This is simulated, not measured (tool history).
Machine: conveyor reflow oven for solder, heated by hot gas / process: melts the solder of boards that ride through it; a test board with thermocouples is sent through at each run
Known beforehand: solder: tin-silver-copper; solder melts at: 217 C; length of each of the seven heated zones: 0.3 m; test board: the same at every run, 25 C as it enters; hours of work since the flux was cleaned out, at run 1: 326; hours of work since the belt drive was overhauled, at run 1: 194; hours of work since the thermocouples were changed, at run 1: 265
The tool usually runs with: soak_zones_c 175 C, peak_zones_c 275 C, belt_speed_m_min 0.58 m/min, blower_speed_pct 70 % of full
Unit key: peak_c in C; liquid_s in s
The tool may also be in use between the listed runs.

run,day,soak_zones_c,peak_zones_c,belt_speed_m_min,blower_speed_pct,hours of work since the flux was cleaned out,hours of work since the belt drive was overhauled,hours of work since the thermocouples were changed,peak_c,liquid_s
1,0,175,275,0.58,70,326,194,265,247.2,42.2
2,0.417,175,275,0.5,70,330,198,269,254.1,54.3
3,0.817,175,275,0.5,70,334,202,273,253.9,54.2
4,1.412,175,275,0.5,70,339,208,278,253.7,54.2
5,1.658,175,275,0.5,70,342,210,281,253.8,54.2
6,2.229,175,275,0.5,70,347,216,286,253.8,54.5
7,2.558,175,275,0.5,70,351,219,290,253.6,54.2
8,2.862,175,268,0.58,70,353,222,292,243.4,37.6
9,3.354,175,268,0.58,70,358,227,297,242.4,37.9
10,3.65,175,268,0.58,70,361,230,300,242,37.7
11,4.188,175,268,0.58,70,366,235,305,242.1,37.5
12,4.471,175,268,0.58,70,369,238,308,242.1,37.7
13,4.754,175,275,0.58,70,372,240,311,247.1,41.5
14,5.338,175,275,0.58,70,378,246,317,247,41.4
15,5.742,175,269,0.58,70,382,250,321,242.6,37.8
16,6.1,175,269,0.58,70,385,253,324,243.3,37.9
17,6.421,162,269,0.488,52,388,257,327,239.8,37.3
18,6.988,171,275,0.498,52,394,262,333,245.9,44.8
19,7.271,189,288,0.689,70,397,265,336,252.5,40.3
20,7.546,189,288,0.689,70,399,268,338,252.7,40.1
21,8,165,267,0.544,52,404,272,343,232.7,26.8
22,8.55,165,281,0.544,53,409,277,348,243.3,37.5
23,8.979,165,281,0.544,53,413,282,352,243.9,37.8
24,9.35,165,281,0.544,53,417,285,356,243.9,38.2
25,9.812,181,289,0.461,70,421,290,360,267.4,70.8
26,10.258,181,289,0.461,70,426,294,365,267.7,70.8
27,10.712,175,288,0.684,70,430,298,369,247.6,33.9
28,10.979,175,288,0.684,70,433,301,372,248.3,34.6
29,11.225,187,274,0.626,76,435,303,374,248.1,42.5
30,11.538,160,264,0.626,76,438,307,377,232.5,22.4
31,11.933,188,275,0.624,64,442,310,381,245.2,39.5

What if the next run were any one of these 3? Each begins from the tool's condition after run 31:
A,12.504,188,274,0.61,53,448,316,387,?,?
B,12.504,165,275,0.624,64,448,316,387,?,?
C,12.504,187,272,0.58,75,448,316,387,?,?

run,peak_c,liquid_s
A,239.8,35.7
B,237.2,27
C,248.4,46.9
Without the tool's hidden state the same runs would have given:
run,peak_c,liquid_s
A,244.3,40.3
B,242.9,32.4
C,253.1,50.4
